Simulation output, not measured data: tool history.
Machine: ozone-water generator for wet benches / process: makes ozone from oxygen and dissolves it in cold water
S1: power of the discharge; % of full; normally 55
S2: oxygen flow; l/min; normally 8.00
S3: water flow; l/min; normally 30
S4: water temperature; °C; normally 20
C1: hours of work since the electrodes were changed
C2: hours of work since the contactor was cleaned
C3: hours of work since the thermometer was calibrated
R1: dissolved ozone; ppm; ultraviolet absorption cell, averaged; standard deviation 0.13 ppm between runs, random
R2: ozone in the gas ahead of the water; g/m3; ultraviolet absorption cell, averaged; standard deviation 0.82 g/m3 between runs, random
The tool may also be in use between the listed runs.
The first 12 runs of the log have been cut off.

run,hour,S1,S2,S3,S4,C1,C2,C3,R1,R2
13,1029.2,55,8.00,30,20,2238,4487,2678,14.1,129.7
14,1080.3,55,8.00,30,20,2286,4534,2726,14.0,129.3
15,1178.0,55,8.00,30,20,2377,4625,2817,14.4,130.8
16,1267.4,55,8.00,30,20,2460,4709,2900,14.4,130.5
17,1345.2,55,8.00,30,20,2533,4781,2973,14.1,130.2
18,1460.2,55,8.00,30,20,2640,4888,3080,14.2,130.7
# hour 1510.9: contactor cleaned
19,1517.6,55,8.00,30,20,2690,6,3130,13.9,131.7
20,1575.8,55,10.23,30,20,2744,60,3184,13.8,110.0
21,1688.0,55,10.23,30,20,2848,165,3288,13.7,111.6
22,1736.0,55,8.15,21,20,2893,210,3333,18.0,128.0
23,1786.0,55,8.51,27,20,2940,256,3380,15.2,125.2
24,1866.7,71,6.38,30,13,3015,331,3455,18.9,183.2
25,1957.5,71,6.38,19,13,3099,416,3539,27.4,181.1
26,2029.3,69,6.38,44,13,3166,483,3606,13.1,175.6
27,2089.3,69,12.88,28,14,3222,539,3662,18.3,115.6
28,2149.0,69,4.54,25,14,3278,594,3718,21.5,220.4
29,2266.8,55,8.00,30,15,3387,704,3827,15.1,130.4
30,2332.6,65,8.00,30,20,3449,765,3889,16.0,148.4
31,2396.9,56,8.00,42,13,3509,825,3949,11.7,133.2
32,2444.8,56,8.00,28,13,3553,870,3993,16.6,133.0
33,2503.4,56,7.36,25,13,3608,925,4048,18.5,137.3

Each row is a separate what-if for the run after 33, all from the same tool condition, not one after another. Results?
A,2577.8,50,7.36,25,13,3677,994,4117,?,?
B,2577.8,55,7.66,30,20,3677,994,4117,?,?
C,2577.8,65,5.90,25,19,3677,994,4117,?,?
D,2577.8,50,7.36,25,13,3677,994,4117,?,?

run,R1,R2
A,16.9,126.9
B,14.1,134.1
C,19.0,177.1
D,16.8,128.6
With the hidden condition removed and each run's random variation left untouched, the same runs would have given:
run,R1,R2
A,16.9,126.9
B,14.1,134.1
C,19.0,177.2
D,16.8,128.7
